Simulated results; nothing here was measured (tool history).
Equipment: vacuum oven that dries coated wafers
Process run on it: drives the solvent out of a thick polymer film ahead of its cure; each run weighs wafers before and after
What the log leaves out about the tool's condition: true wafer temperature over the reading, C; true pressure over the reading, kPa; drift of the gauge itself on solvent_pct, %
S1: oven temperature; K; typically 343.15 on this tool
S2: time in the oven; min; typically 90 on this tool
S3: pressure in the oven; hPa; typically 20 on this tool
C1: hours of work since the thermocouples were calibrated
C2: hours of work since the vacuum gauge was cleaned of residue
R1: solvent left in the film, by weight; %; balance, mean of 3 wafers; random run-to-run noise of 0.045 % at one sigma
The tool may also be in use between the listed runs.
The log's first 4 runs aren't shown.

run,day,S1,S2,S3,C1,C2,R1
5,8.896,343.15,90,20,256,1442,4.08
6,11.229,343.15,90,20,295,1481,4.09
7,13.1,343.15,90,20,327,1512,3.99
8,15.925,343.15,60,20,374,1559,5.07
9,18.112,343.15,60,20,411,1596,5.22
10,19.767,343.15,90,56,439,1624,8.11
11,22.362,343.15,90,56,482,1667,8.18
12,25.525,343.15,90,56,535,1720,8.26
13,28.842,343.15,90,56,591,1776,8.26
14,31.471,343.15,90,56,635,1820,8.15
15,33.304,343.15,90,56,665,1851,8.36
# day 33.533: oven's thermocouples calibrated
16,36.762,343.15,90,26.4,54,1907,4.91
17,39.542,343.15,90,26.4,101,1954,4.92
18,41.012,341.15,112,24.7,125,1978,4.88
19,43.55,332.15,121,10,168,2021,5.98
20,45.5,343.15,90,20,201,2054,4.29
21,47.512,343.15,90,20,234,2087,4.3
# day 47.821: vacuum gauge cleaned of residue and calibrated
22,50.988,332.15,104,20,291,53,8.25
23,53.296,332.15,104,20,330,92,8.28
24,56.2,332.15,104,20,379,140,8.39
25,58.625,332.15,104,20,419,181,8.41
# day 60.962: vacuum gauge cleaned of residue and calibrated, once more
26,61.225,332.15,104,20,462,4,7.21
27,63.021,334.15,104,28.6,492,35,7.67
28,65.396,334.15,104,28.6,532,74,7.72
29,67.85,350.15,133,22.5,573,115,2.29

The next listed run, before its measurement:
30,70.067,342.15,48,20,610,153,?

{"run 30": {"R1": 6}}
Were there no unlogged condition in the tool, this run, its random variation unchanged, would have produced R1 5.76 %.

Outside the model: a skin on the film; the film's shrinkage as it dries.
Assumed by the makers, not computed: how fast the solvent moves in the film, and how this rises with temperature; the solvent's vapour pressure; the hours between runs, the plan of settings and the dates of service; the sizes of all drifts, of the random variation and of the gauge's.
